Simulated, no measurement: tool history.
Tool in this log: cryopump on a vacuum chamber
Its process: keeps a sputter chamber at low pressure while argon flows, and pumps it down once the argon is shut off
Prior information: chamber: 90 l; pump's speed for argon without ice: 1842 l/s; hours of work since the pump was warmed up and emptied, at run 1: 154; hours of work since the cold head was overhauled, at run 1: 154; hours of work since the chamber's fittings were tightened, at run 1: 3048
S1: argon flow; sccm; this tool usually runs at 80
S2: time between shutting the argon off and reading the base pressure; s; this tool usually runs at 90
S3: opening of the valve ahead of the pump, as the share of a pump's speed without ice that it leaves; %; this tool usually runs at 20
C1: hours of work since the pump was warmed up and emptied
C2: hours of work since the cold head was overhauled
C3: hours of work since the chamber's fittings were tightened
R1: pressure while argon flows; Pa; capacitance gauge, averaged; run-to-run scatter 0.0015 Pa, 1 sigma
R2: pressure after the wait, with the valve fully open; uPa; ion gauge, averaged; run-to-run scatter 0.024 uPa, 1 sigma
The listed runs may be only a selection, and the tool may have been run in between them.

Run 1, hour 0: usual settings; C1 154; C2 154; C3 3048. Result: R1 0.3742 Pa, R2 2.84 uPa.
Run 2, hour 19.6: usual settings but S1 37 sccm; C1 164; C2 164; C3 3059. Result: R1 0.1748 Pa, R2 2.84 uPa.
Run 3, hour 39.3: usual settings; C1 175; C2 175; C3 3070. Result: R1 0.3775 Pa, R2 2.91 uPa.
Run 4, hour 56.3: usual settings; C1 184; C2 184; C3 3079. Result: R1 0.379 Pa, R2 2.85 uPa.
Run 5, hour 73.9: usual settings; C1 194; C2 194; C3 3089. Result: R1 0.3774 Pa, R2 2.93 uPa.
Run 6, hour 102.1: usual settings; C1 210; C2 210; C3 3104. Result: R1 0.3801 Pa, R2 3.01 uPa.
Run 7, hour 118.2: usual settings but S2 75 s; C1 218; C2 218; C3 3113. Result: R1 0.3805 Pa, R2 3.01 uPa.
Run 8, hour 131.5: usual settings but S2 25 s; C1 226; C2 226; C3 3120. Result: R1 0.381 Pa, R2 4.68 uPa.
Run 9, hour 158.1: usual settings but S2 72 s, S3 25 %; C1 240; C2 240; C3 3135. Result: R1 0.3081 Pa, R2 3.13 uPa.
Run 10, hour 171.6: usual settings but S2 125 s, S3 19 %; C1 248; C2 248; C3 3142. Result: R1 0.4006 Pa, R2 2.85 uPa.
Run 11, hour 195.6: usual settings but S1 159 sccm, S2 47 s, S3 56 %; C1 261; C2 261; C3 3156. Result: R1 0.2907 Pa, R2 3.72 uPa.
Run 12, hour 217.1: usual settings but S1 159 sccm, S2 33 s, S3 30 %; C1 273; C2 273; C3 3167. Result: R1 0.5177 Pa, R2 4.13 uPa.
Run 13, hour 229.9: usual settings but S1 60 sccm; C1 280; C2 280; C3 3175. Result: R1 0.2864 Pa, R2 3.1 uPa.
Run 14, hour 245.2: usual settings but S1 60 sccm; C1 288; C2 288; C3 3183. Result: R1 0.2867 Pa, R2 3.07 uPa.
Run 15, hour 272: usual settings but S1 60 sccm; C1 303; C2 303; C3 3198. Result: R1 0.2894 Pa, R2 3.18 uPa.
Run 16, hour 300.5: usual settings but S1 60 sccm; C1 319; C2 319; C3 3213. Result: R1 0.29 Pa, R2 3.15 uPa.

3 ways to go on from here, each from the tool as it stands after run 16. What would each give?
Run A, hour 319.7: usual settings but S1 139 sccm, S3 21 %; C1 329; C2 329; C3 3224. Result: R1 ?, R2 ?.
Run B, hour 319.7: usual settings but S1 126 sccm, S2 188 s, S3 37 %; C1 329; C2 329; C3 3224. Result: R1 ?, R2 ?.
Run C, hour 319.7: usual settings but S3 33 %; C1 329; C2 329; C3 3224. Result: R1 ?, R2 ?.

run      R1    R2
  A  0.6412  3.25
  B  0.3457  2.81
  C  0.2433  3.21
With no hidden state in the tool, these same runs would have given:
run      R1    R2
  A  0.6053  0.84
  B  0.3131   0.5
  C  0.2225  0.86
